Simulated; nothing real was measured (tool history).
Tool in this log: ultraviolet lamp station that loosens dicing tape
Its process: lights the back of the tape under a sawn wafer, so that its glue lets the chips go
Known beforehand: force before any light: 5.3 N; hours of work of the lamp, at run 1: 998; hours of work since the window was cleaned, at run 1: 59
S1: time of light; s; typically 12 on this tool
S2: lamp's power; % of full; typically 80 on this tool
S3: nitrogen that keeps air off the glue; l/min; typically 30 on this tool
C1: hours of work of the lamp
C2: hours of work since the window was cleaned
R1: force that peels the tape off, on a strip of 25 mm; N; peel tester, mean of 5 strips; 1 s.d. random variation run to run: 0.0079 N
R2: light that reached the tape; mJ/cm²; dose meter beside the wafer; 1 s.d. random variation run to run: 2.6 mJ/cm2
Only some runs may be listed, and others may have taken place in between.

| run | hour | S1 | S2 | S3 | C1 | C2 | R1 | R2 |
|---|---|---|---|---|---|---|---|---|
| 1 | 0 | 12 | 80 | 30 | 998 | 59 | 0.556 | 248 |
| 2 | 55.9 | 12 | 80 | 30 | 1039 | 100 | 0.596 | 240 |
| 3 | 95 | 12 | 80 | 30 | 1068 | 128 | 0.633 | 236 |
| 4 | 130.1 | 12 | 80 | 30 | 1093 | 154 | 0.649 | 232 |
| 5 | 159.7 | 12 | 80 | 30 | 1115 | 175 | 0.665 | 228 |
| 6 | 202.4 | 12 | 80 | 30 | 1146 | 207 | 0.687 | 220 |
| 7 | 231.2 | 12 | 80 | 30 | 1167 | 228 | 0.743 | 215 |
| 8 | 263.1 | 12 | 80 | 30 | 1190 | 251 | 0.756 | 216 |
| 9 | 308.8 | 19 | 80 | 30 | 1223 | 284 | 0.325 | 335 |
|  | 340.8 | window cleaned of glue's vapour |
| 10 | 358.4 | 19 | 80 | 30 | 1259 | 13 | 0.271 | 364 |
|  | 400.5 | lamp changed |
| 11 | 406 | 19 | 80 | 30 | 4 | 47 | 0.149 | 517 |
| 12 | 469.1 | 8 | 80 | 51 | 50 | 93 | 0.58 | 212 |
| 13 | 516.6 | 8 | 80 | 51 | 85 | 127 | 0.619 | 206 |
| 14 | 567.4 | 8 | 80 | 51 | 122 | 164 | 0.66 | 198 |
| 15 | 622.2 | 12 | 80 | 10 | 161 | 204 | 0.766 | 297 |
| 16 | 683.9 | 12 | 80 | 10 | 206 | 249 | 0.813 | 284 |
| 17 | 742.3 | 6 | 62 | 28 | 249 | 292 | 1.892 | 108 |
|  | 762.8 | window cleaned of glue's vapour |
| 18 | 801.6 | 6 | 62 | 28 | 292 | 28 | 1.702 | 116 |
| 19 | 827.5 | 6 | 62 | 28 | 311 | 47 | 1.797 | 118 |

Here are 3 independent what-if runs from the current tool condition. What would each one return?
| A | 887.3 | 6 | 77 | 10 | 354 | 91 | ? | ? |
| B | 887.3 | 15 | 62 | 28 | 354 | 91 | ? | ? |
| C | 887.3 | 6 | 62 | 23 | 354 | 91 | ? | ? |

| run | R1 | R2 |
|---|---|---|
| A | 1.985 | 141 |
| B | 0.453 | 287 |
| C | 1.899 | 116 |
Take away the tool's hidden state, keep each run's random variation, and the runs would have read:
| run | R1 | R2 |
|---|---|---|
| A | 1.732 | 161 |
| B | 0.345 | 329 |
| C | 1.647 | 133 |
